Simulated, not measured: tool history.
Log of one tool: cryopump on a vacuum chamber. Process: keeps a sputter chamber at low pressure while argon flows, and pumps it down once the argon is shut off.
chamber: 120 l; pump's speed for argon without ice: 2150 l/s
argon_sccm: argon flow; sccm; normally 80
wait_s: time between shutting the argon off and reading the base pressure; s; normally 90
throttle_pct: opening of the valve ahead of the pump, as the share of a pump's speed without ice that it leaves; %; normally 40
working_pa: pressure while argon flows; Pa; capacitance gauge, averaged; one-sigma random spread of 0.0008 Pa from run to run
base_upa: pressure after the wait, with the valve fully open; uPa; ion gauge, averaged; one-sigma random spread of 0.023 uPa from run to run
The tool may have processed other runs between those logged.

run	day	argon_sccm	wait_s	throttle_pct	working_pa	base_upa
1	0.000	80	90	40	0.1701	1.01
2	0.438	80	90	40	0.1696	0.99
3	0.975	80	90	30	0.2214	1.01
4	1.346	80	90	30	0.2222	1.02
5	1.950	80	90	30	0.2224	1.00
6	2.346	80	114	40	0.1697	0.89
7	2.908	80	114	40	0.1703	0.89
8	3.529	54	263	55	0.0867	0.67
9	4.217	152	273	21	0.5976	0.62
10	4.996	152	273	30	0.4274	0.62
11	5.571	60	37	20	0.2445	1.88

Branching from run 11: 4 alternative next runs. What would each branch give?
A	6.308	50	217	20	?	?
B	6.308	60	60	20	?	?
C	6.308	57	111	20	?	?
D	6.308	46	32	20	?	?

run	working_pa	base_upa
A	0.2054	0.67
B	0.2460	1.36
C	0.2348	0.93
D	0.1895	2.17
With the hidden condition removed and each run's random variation left untouched, the same runs would have given:
run	working_pa	base_upa
A	0.1958	0.37
B	0.2346	1.08
C	0.2239	0.64
D	0.1808	1.88
